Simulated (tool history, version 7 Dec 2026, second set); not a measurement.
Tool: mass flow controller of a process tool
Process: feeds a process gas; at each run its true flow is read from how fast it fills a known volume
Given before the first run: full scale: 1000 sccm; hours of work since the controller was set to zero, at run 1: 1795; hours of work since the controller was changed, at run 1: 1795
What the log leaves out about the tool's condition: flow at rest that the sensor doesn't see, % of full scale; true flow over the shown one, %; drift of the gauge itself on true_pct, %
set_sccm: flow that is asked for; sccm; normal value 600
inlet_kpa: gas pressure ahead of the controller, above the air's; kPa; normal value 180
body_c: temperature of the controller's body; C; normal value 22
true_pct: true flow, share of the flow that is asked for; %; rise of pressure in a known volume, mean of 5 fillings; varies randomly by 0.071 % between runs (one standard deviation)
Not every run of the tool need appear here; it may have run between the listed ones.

run,day,set_sccm,inlet_kpa,body_c,hours of work since the controller was set to zero,hours of work since the controller was changed,true_pct
1,0.000,600,180,22,1795,1795,99.21
2,4.092,600,180,22,1867,1867,99.16
3,6.442,600,180,22,1908,1908,99.25
4,8.667,600,180,22,1947,1947,99.28
5,12.012,600,180,21,2006,2006,99.16
6,16.204,600,180,22,2079,2079,99.07
7,20.721,600,232,22,2158,2158,99.02
8,23.071,600,232,22,2200,2200,99.06
9,26.596,853,180,22,2261,2261,98.97
10,30.638,853,180,22,2332,2332,99.03
11,34.896,853,180,22,2407,2407,98.96
12,38.133,600,180,22,2464,2464,99.19
13,40.667,600,180,22,2508,2508,99.09
14,44.646,600,180,22,2578,2578,99.31
15,47.071,600,180,22,2620,2620,99.09
16,49.846,600,180,22,2669,2669,98.99
17,52.804,600,180,22,2721,2721,99.05
18,56.262,600,180,22,2781,2781,99.08
19,59.083,600,180,22,2831,2831,99.10
20,62.058,427,278,35,2883,2883,100.53
21,66.312,977,161,23,2958,2958,98.98
22,69.412,977,227,21,3012,3012,98.70
23,71.508,977,227,21,3049,3049,98.73
24,74.133,108,251,21,3095,3095,102.65
# day 74.429: controller's zero set anew
25,78.758,600,265,25,76,3175,99.42
26,81.321,216,150,25,121,3220,101.53
27,83.867,600,236,34,165,3265,100.40
28,87.712,148,261,22,233,3332,102.65
29,91.992,148,261,22,308,3407,102.59
# day 94.567: controller's zero set anew, once more
30,95.621,141,226,24,18,3471,97.99
31,98.488,142,155,21,69,3521,97.87
32,101.983,415,154,27,130,3582,98.36
33,104.821,600,174,26,180,3632,98.32
34,108.350,215,220,26,242,3694,98.27
35,111.479,183,164,37,296,3749,99.61

Branching from run 35: 5 alternative next runs. What would each branch give?
A,115.354,963,148,22,364,3817,?
B,115.354,323,180,31,364,3817,?
C,115.354,183,215,31,364,3817,?
D,115.354,114,196,22,364,3817,?
E,115.354,183,218,31,364,3817,?

run,true_pct
A,98.07
B,98.75
C,98.89
D,98.11
E,98.85
With the hidden condition removed and each run's random variation left untouched, the same runs would have given:
run,true_pct
A,99.77
B,100.30
C,100.28
D,99.26
E,100.23

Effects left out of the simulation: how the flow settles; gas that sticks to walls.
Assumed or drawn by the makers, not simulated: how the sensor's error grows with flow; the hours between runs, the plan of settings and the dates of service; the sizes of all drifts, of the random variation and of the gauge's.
